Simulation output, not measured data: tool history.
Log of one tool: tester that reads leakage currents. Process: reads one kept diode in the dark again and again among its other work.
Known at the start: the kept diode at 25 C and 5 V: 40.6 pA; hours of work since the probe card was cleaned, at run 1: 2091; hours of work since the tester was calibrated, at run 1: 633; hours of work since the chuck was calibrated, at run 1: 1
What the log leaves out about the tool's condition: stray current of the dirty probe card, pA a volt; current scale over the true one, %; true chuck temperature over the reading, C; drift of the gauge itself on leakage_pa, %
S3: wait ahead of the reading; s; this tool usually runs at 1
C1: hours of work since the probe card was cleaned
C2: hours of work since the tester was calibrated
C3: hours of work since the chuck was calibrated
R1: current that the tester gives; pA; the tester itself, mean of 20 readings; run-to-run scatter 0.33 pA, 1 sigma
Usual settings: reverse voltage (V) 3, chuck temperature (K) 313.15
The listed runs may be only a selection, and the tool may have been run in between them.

Run 1, hour 0: usual settings; C1 2091; C2 633; C3 1. Result: R1 109.57 pA.
Run 2, hour 64: usual settings; C1 2122; C2 664; C3 32. Result: R1 109.37 pA.
Run 3, hour 118.5: usual settings; C1 2149; C2 691; C3 59. Result: R1 109.41 pA.
Run 4, hour 185.1: usual settings; C1 2181; C2 723; C3 91. Result: R1 109.29 pA.
Run 5, hour 245.8: usual settings but S3 6.39 s; C1 2211; C2 753; C3 121. Result: R1 108.95 pA.
Run 6, hour 286.1: usual settings but reverse voltage (V) 4.65, S3 6.39 s; C1 2231; C2 773; C3 141. Result: R1 127 pA.
Run 7, hour 340.4: usual settings but chuck temperature (K) 327.15; C1 2257; C2 799; C3 167. Result: R1 291.29 pA.
Run 8, hour 396.1: usual settings but chuck temperature (K) 327.15; C1 2284; C2 827; C3 195. Result: R1 294 pA.
Run 9, hour 446.8: usual settings but chuck temperature (K) 327.15; C1 2309; C2 852; C3 219. Result: R1 292.57 pA.
Run 10, hour 516.6: usual settings; C1 2343; C2 886; C3 254. Result: R1 109.45 pA.
Run 11, hour 588.5: usual settings; C1 2379; C2 921; C3 289. Result: R1 109.85 pA.
Run 12, hour 617.9: usual settings; C1 2393; C2 935; C3 303. Result: R1 109.37 pA.
Run 13, hour 677.4: usual settings; C1 2422; C2 964; C3 332. Result: R1 109.17 pA.
Run 14, hour 726.1: usual settings; C1 2446; C2 988; C3 356. Result: R1 108.69 pA.
Run 15, hour 783.4: usual settings but chuck temperature (K) 302.15; C1 2474; C2 1016; C3 384. Result: R1 47.46 pA.
Run 16, hour 845: usual settings but chuck temperature (K) 302.15; C1 2504; C2 1046; C3 414. Result: R1 47.85 pA.
Run 17, hour 910.8: usual settings but chuck temperature (K) 302.15; C1 2536; C2 1079; C3 446. Result: R1 47.28 pA.
Run 18, hour 978.8: usual settings; C1 2570; C2 1112; C3 480. Result: R1 109.55 pA.
Run 19, hour 1018.3: usual settings; C1 2589; C2 1131; C3 499. Result: R1 109.76 pA.
Run 20, hour 1084.6: usual settings; C1 2621; C2 1164; C3 531. Result: R1 109.29 pA.
Run 21, hour 1114.5: usual settings but reverse voltage (V) 11.37, chuck temperature (K) 296.15, S3 5.06 s; C1 2636; C2 1178; C3 546. Result: R1 46.27 pA.
Run 22, hour 1157.5: usual settings but reverse voltage (V) 1.32, chuck temperature (K) 327.15, S3 0.63 s; C1 2657; C2 1199; C3 567. Result: R1 221.69 pA.
Run 23, hour 1199.8: usual settings but reverse voltage (V) 4.42, chuck temperature (K) 306.15, S3 0.31 s; C1 2678; C2 1220; C3 588. Result: R1 75.15 pA.
Run 24, hour 1252.6: usual settings but reverse voltage (V) 4.42, chuck temperature (K) 306.15, S3 0.31 s; C1 2704; C2 1246; C3 614. Result: R1 75.87 pA.
Run 25, hour 1310.7: usual settings but reverse voltage (V) 2.71, chuck temperature (K) 294.15; C1 2732; C2 1274; C3 642. Result: R1 24.2 pA.
Run 26, hour 1357.5: usual settings but reverse voltage (V) 2.71, chuck temperature (K) 294.15; C1 2755; C2 1297; C3 665. Result: R1 24.06 pA.
Run 27, hour 1409: usual settings but reverse voltage (V) 4.84, chuck temperature (K) 294.15; C1 2780; C2 1322; C3 690. Result: R1 29.73 pA.
Run 28, hour 1455: usual settings but reverse voltage (V) 17.54, chuck temperature (K) 318.15, S3 3.82 s; C1 2803; C2 1345; C3 713. Result: R1 286.08 pA.
Run 29, hour 1519.8: usual settings but reverse voltage (V) 17.54, chuck temperature (K) 318.15, S3 3.82 s; C1 2834; C2 1377; C3 744. Result: R1 286.13 pA.
Run 30, hour 1591.8: usual settings but reverse voltage (V) 9.08, chuck temperature (K) 318.15, S3 4.82 s; C1 2870; C2 1412; C3 780. Result: R1 229 pA.
Run 31, hour 1646.8: usual settings but reverse voltage (V) 3.5, chuck temperature (K) 303.15, S3 0.46 s; C1 2896; C2 1439; C3 807. Result: R1 54.57 pA.
Run 32, hour 1686.7: usual settings but chuck temperature (K) 295.15, S3 1.4 s; C1 2916; C2 1458; C3 826. Result: R1 26.98 pA.
Run 33, hour 1717: usual settings but reverse voltage (V) 2.08, chuck temperature (K) 315.15, S3 1.76 s; C1 2931; C2 1473; C3 841. Result: R1 111.72 pA.
Run 34, hour 1750: usual settings but reverse voltage (V) 2.71, chuck temperature (K) 302.15, S3 1.84 s; C1 2947; C2 1489; C3 857. Result: R1 45.78 pA.
Run 35, hour 1814.2: usual settings but reverse voltage (V) 3.93, chuck temperature (K) 302.15, S3 2.72 s; C1 2978; C2 1521; C3 889. Result: R1 51.67 pA.
Run 36, hour 1843.9: usual settings but reverse voltage (V) 19.83, chuck temperature (K) 320.15, S3 6.59 s; C1 2993; C2 1535; C3 903. Result: R1 345 pA.
Run 37, hour 1880.6: usual settings but reverse voltage (V) 19.83, chuck temperature (K) 320.15, S3 6.59 s; C1 3011; C2 1553; C3 921. Result: R1 346.53 pA.
Run 38, hour 1920.4: usual settings but reverse voltage (V) 19.83, chuck temperature (K) 320.15, S3 6.59 s; C1 3030; C2 1573; C3 940. Result: R1 345.67 pA.
Run 39, hour 1967.9: usual settings but reverse voltage (V) 19.83, chuck temperature (K) 320.15, S3 6.59 s; C1 3054; C2 1596; C3 964. Result: R1 345.47 pA.

Some steps in R1, run to run, broken into two amounts with sign: the step expected even without the hidden condition (settings, incoming material, random variation), and the rest, left for the hidden condition together with whatever gauge scatter is not in both the measured and the hidden-condition-free result:
Run 9 -> 10: chuck temperature (K) 327.15 -> 313.15. R1 -183.12 pA: hidden state +0.01, all else -183.13.
Run 27 -> 28: reverse voltage (V) 4.84 -> 17.54, chuck temperature (K) 294.15 -> 318.15, S3 1 -> 3.82. R1 +256.35 pA: hidden state +0.29, all else +256.06.
Run 30 -> 31: reverse voltage (V) 9.08 -> 3.5, chuck temperature (K) 318.15 -> 303.15, S3 4.82 -> 0.46. R1 -174.43 pA: hidden state -0.16, all else -174.27.
Run 35 -> 36: reverse voltage (V) 3.93 -> 19.83, chuck temperature (K) 302.15 -> 320.15, S3 2.72 -> 6.59. R1 +293.33 pA: hidden state +0.41, all else +292.92.

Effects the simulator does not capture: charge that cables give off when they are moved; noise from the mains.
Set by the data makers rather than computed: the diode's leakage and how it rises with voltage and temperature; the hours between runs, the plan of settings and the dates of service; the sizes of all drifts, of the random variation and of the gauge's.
